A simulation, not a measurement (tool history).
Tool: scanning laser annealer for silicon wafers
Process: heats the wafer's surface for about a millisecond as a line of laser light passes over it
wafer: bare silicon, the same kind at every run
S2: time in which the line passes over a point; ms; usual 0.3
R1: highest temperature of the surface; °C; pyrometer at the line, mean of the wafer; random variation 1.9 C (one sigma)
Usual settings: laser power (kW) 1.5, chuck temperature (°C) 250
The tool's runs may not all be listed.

{"run": 1, "hour": 0.0, "laser power (kW)": 1.5, "S2": 0.3, "chuck temperature (°C)": 250, "R1": 1047}
{"run": 2, "hour": 49.6, "laser power (kW)": 1.5, "S2": 0.337, "chuck temperature (°C)": 250, "R1": 1099}
{"run": 3, "hour": 116.4, "laser power (kW)": 1.5, "S2": 0.262, "chuck temperature (°C)": 250, "R1": 977}
{"hour": 137.4, "done": "window over the wafer cleaned"}
{"run": 4, "hour": 187.4, "laser power (kW)": 1.5, "S2": 0.3, "chuck temperature (°C)": 250, "R1": 1083}
{"run": 5, "hour": 229.4, "laser power (kW)": 1.5, "S2": 0.3, "chuck temperature (°C)": 250, "R1": 1080}
{"run": 6, "hour": 268.4, "laser power (kW)": 1.5, "S2": 0.257, "chuck temperature (°C)": 250, "R1": 1003}
{"run": 7, "hour": 323.1, "laser power (kW)": 1.5, "S2": 0.257, "chuck temperature (°C)": 250, "R1": 1000}
{"run": 8, "hour": 372.5, "laser power (kW)": 1.452, "S2": 0.273, "chuck temperature (°C)": 261, "R1": 1004}
{"run": 9, "hour": 443.1, "laser power (kW)": 1.452, "S2": 0.273, "chuck temperature (°C)": 276, "R1": 1016}
{"run": 10, "hour": 506.0, "laser power (kW)": 1.452, "S2": 0.273, "chuck temperature (°C)": 276, "R1": 1008}
{"hour": 551.4, "done": "optics aligned, line set to its width"}
{"run": 11, "hour": 551.4, "laser power (kW)": 1.499, "S2": 0.273, "chuck temperature (°C)": 276, "R1": 1040}
{"run": 12, "hour": 621.3, "laser power (kW)": 1.499, "S2": 0.273, "chuck temperature (°C)": 276, "R1": 1041}
{"run": 13, "hour": 682.0, "laser power (kW)": 1.499, "S2": 0.273, "chuck temperature (°C)": 276, "R1": 1037}

The same runs without the tool's hidden state, with the same run-to-run variation:
The hidden state here: light that passes the window, % of a clean one's; laser's true power over the reading, %; width of the line over the set one, %; drift of the gauge itself on peak_c, C.
run=1 R1=1095
run=2 R1=1156
run=3 R1=1032
run=4 R1=1097
run=5 R1=1097
run=6 R1=1022
run=7 R1=1023
run=8 R1=1032
run=9 R1=1049
run=10 R1=1046
run=11 R1=1071
run=12 R1=1078
run=13 R1=1080
